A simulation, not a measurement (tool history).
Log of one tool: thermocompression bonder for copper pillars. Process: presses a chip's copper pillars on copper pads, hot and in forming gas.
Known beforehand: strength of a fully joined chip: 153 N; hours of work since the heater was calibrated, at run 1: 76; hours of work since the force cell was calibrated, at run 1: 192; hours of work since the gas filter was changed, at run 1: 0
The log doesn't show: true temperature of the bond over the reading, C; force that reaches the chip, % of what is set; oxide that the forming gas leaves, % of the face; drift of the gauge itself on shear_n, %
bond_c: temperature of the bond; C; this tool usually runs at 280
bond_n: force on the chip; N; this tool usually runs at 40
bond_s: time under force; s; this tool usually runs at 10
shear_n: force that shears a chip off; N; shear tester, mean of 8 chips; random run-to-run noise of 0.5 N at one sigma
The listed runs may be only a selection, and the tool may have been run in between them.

run   hour  bond_c  bond_n  bond_s  hours of work since the heater was calibrated  hours of work since the force cell was calibrated  hours of work since the gas filter was changed  shear_n
  1    0.0     280      40      10                                             76                                                192                                               0     69.7
  2   27.8     280      40      10                                             89                                                205                                              13     69.2
  3   85.3     280      40      10                                            116                                                232                                              40     68.8
  4  128.8     280      40      10                                            136                                                252                                              60     67.1
  5  153.6     280      40      10                                            148                                                264                                              71     66.8
  6  186.1     280      40      10                                            163                                                279                                              87     66.0
     228.3  -- forming gas filter changed
  7  232.2     280      40      10                                            184                                                300                                               2     68.1
  8  265.4     280      40      10                                            200                                                316                                              17     67.3
  9  297.2     280      40      10                                            214                                                331                                              32     66.1
 10  348.9     280      40      10                                            238                                                355                                              56     67.3
 11  382.1     265      40      12                                            254                                                370                                              72     58.5
     389.3  -- heater calibrated with a thermocouple chip
 12  408.7     280      30       6                                              9                                                382                                              83     42.6
 13  437.3     280      30       6                                             22                                                395                                              96     41.9
     461.1  -- forming gas filter changed
 14  475.3     280      40      11                                             40                                                412                                               7     67.4
 15  527.5     280      36      12                                             64                                                437                                              31     64.0
 16  563.6     280      36      12                                             81                                                453                                              48     63.6
 17  593.5     280      57      21                                             95                                                467                                              62    102.4

Forecast each of these 4 alternatives for the next run:
  A  621.7     265      42      21                                            108                                                480                                              75        ?
  B  621.7     280      40      18                                            108                                                480                                              75        ?
  C  621.7     280      57      25                                            108                                                480                                              75        ?
  D  621.7     255      57      21                                            108                                                480                                              75        ?

run  shear_n
  A     71.7
  B     79.1
  C    105.6
  D     77.6
What these runs would have given with no unlogged condition in the tool:
run  shear_n
  A     80.3
  B     87.8
  C    114.7
  D     86.7

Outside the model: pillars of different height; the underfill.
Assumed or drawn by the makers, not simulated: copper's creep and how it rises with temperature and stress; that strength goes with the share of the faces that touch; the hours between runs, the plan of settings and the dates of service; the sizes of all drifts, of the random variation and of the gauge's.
